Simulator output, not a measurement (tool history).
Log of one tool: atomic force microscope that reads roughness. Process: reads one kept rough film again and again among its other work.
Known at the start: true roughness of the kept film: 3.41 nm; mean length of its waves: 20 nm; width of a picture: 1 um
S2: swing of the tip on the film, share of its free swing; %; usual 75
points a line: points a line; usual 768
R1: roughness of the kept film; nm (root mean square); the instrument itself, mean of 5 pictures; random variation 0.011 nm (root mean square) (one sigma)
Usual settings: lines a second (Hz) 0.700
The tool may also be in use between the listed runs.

run 1 hour=0.0 | lines_a_second_(Hz)=0.700 S2=75 points_a_line=768 | R1=2.652
run 2 hour=5.1 | lines_a_second_(Hz)=0.700 S2=75 points_a_line=768 | R1=2.643
run 3 hour=10.4 | lines_a_second_(Hz)=0.700 S2=75 points_a_line=984 | R1=2.664
run 4 hour=16.9 | lines_a_second_(Hz)=2.739 S2=75 points_a_line=768 | R1=2.405
run 5 hour=22.2 | lines_a_second_(Hz)=2.739 S2=75 points_a_line=768 | R1=2.396
run 6 hour=29.1 | lines_a_second_(Hz)=0.827 S2=75 points_a_line=768 | R1=2.624
run 7 hour=37.3 | lines_a_second_(Hz)=0.827 S2=76 points_a_line=768 | R1=2.618
run 8 hour=43.4 | lines_a_second_(Hz)=0.827 S2=76 points_a_line=768 | R1=2.613
run 9 hour=53.8 | lines_a_second_(Hz)=0.700 S2=75 points_a_line=553 | R1=2.624
run 10 hour=59.6 | lines_a_second_(Hz)=0.700 S2=80 points_a_line=553 | R1=2.600
run 11 hour=71.9 | lines_a_second_(Hz)=0.845 S2=75 points_a_line=928 | R1=2.620
run 12 hour=81.7 | lines_a_second_(Hz)=1.477 S2=75 points_a_line=768 | R1=2.553
run 13 hour=87.9 | lines_a_second_(Hz)=0.700 S2=85 points_a_line=924 | R1=2.595
run 14 hour=95.8 | lines_a_second_(Hz)=1.784 S2=89 points_a_line=463 | R1=2.293
run 15 hour=101.4 | lines_a_second_(Hz)=1.784 S2=89 points_a_line=463 | R1=2.284

Run 16 comes next. What will it give?
run 16 hour=108.4 | lines_a_second_(Hz)=1.784 S2=89 points_a_line=260 | R1=?

{"run 16": {"R1": 2.249}}
Without the tool's hidden state the same run would have given R1 2.258 nm (root mean square).

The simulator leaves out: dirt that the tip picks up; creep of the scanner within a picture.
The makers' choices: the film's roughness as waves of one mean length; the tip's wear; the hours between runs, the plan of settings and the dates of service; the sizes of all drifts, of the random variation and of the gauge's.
